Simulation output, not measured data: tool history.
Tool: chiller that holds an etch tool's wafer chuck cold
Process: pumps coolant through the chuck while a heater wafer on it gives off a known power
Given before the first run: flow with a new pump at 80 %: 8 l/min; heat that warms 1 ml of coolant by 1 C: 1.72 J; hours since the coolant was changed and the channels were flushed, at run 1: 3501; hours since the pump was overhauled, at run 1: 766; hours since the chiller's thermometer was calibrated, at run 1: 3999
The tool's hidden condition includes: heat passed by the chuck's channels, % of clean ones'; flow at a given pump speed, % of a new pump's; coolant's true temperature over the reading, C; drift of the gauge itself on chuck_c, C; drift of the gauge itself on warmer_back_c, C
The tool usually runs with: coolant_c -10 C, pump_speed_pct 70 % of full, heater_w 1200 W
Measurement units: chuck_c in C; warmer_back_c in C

run	hour	coolant_c	pump_speed_pct	heater_w	hours since the coolant was changed and the channels were flushed	hours since the pump was overhauled	hours since the chiller's thermometer was calibrated	chuck_c	warmer_back_c
1	0.0	-10	70	1200	3501	766	3999	0.2	5.93
2	40.6	-10	70	1200	3542	807	4040	0.4	5.98
3	96.9	-10	84	1200	3598	863	4096	-1.2	4.95
4	174.7	-10	84	1200	3676	941	4174	-1.2	4.94
5	213.3	-4	84	1200	3714	979	4212	4.9	4.93
6	265.2	-4	84	1200	3766	1031	4264	5.1	4.96
7	347.1	-10	70	1200	3848	1113	4346	0.3	5.90
8	395.1	-10	70	1200	3896	1161	4394	0.2	5.92
9	432.7	-10	89	1200	3934	1199	4432	-1.4	4.59
10	508.1	-10	89	1178	4009	1274	4507	-1.6	4.43
11	600.3	-10	89	1178	4101	1366	4599	-1.5	4.49
12	679.1	-10	89	1178	4180	1445	4678	-1.5	4.43
13	760.9	-10	89	1178	4262	1527	4760	-1.4	4.44
14	845.0	-10	64	1178	4346	1611	4844	0.6	6.32
15	925.0	-10	64	1178	4426	1691	4924	0.7	6.28
16	975.2	-10	64	1178	4476	1741	4974	0.7	6.33
17	1025.3	-10	64	1178	4526	1791	5024	0.7	6.29
18	1070.5	-10	64	1178	4572	1837	5069	0.4	6.31
19	1110.4	-10	70	644	4612	1876	5109	-4.6	2.99
20	1166.8	-12	70	1005	4668	1933	5166	-3.7	4.82
# hour 1186.5: gauge calibrated
21	1250.2	-12	70	1005	4751	2016	5249	-3.6	5.02
22	1316.3	-12	98	1005	4817	2082	5315	-5.3	3.51
# hour 1337.6: chiller's thermometer calibrated
23	1383.9	-12	98	1005	4884	2149	46	-5.4	3.52
24	1467.0	-4	95	1200	4967	2232	129	4.3	4.36
25	1512.2	-4	95	1200	5012	2277	175	4.2	4.30
26	1600.2	-13	75	1200	5100	2365	263	-3.3	5.51
27	1640.0	-10	64	1164	5140	2405	302	0.7	6.32
28	1704.5	0	89	837	5205	2470	367	6.1	3.26
29	1753.1	0	89	837	5253	2518	415	6.0	3.21
30	1796.4	-16	82	930	5297	2561	459	-8.8	3.87
31	1867.7	-10	75	1298	5368	2633	530	0.4	5.93
32	1954.3	-17	77	1253	5454	2719	617	-7.1	5.54

Here are 4 independent what-if runs from the current tool condition. What would each one return?
A	2031.8	-17	92	606	5532	2797	694	?	?
B	2031.8	-11	70	1391	5532	2797	694	?	?
C	2031.8	-17	66	762	5532	2797	694	?	?
D	2031.8	-17	88	1253	5532	2797	694	?	?

run	chuck_c	warmer_back_c
A	-12.7	2.14
B	0.7	6.73
C	-10.5	3.90
D	-8.0	4.87
What these runs would have given with no unlogged condition in the tool:
run	chuck_c	warmer_back_c
A	-12.7	2.26
B	0.7	6.85
C	-10.5	4.02
D	-8.0	5.00
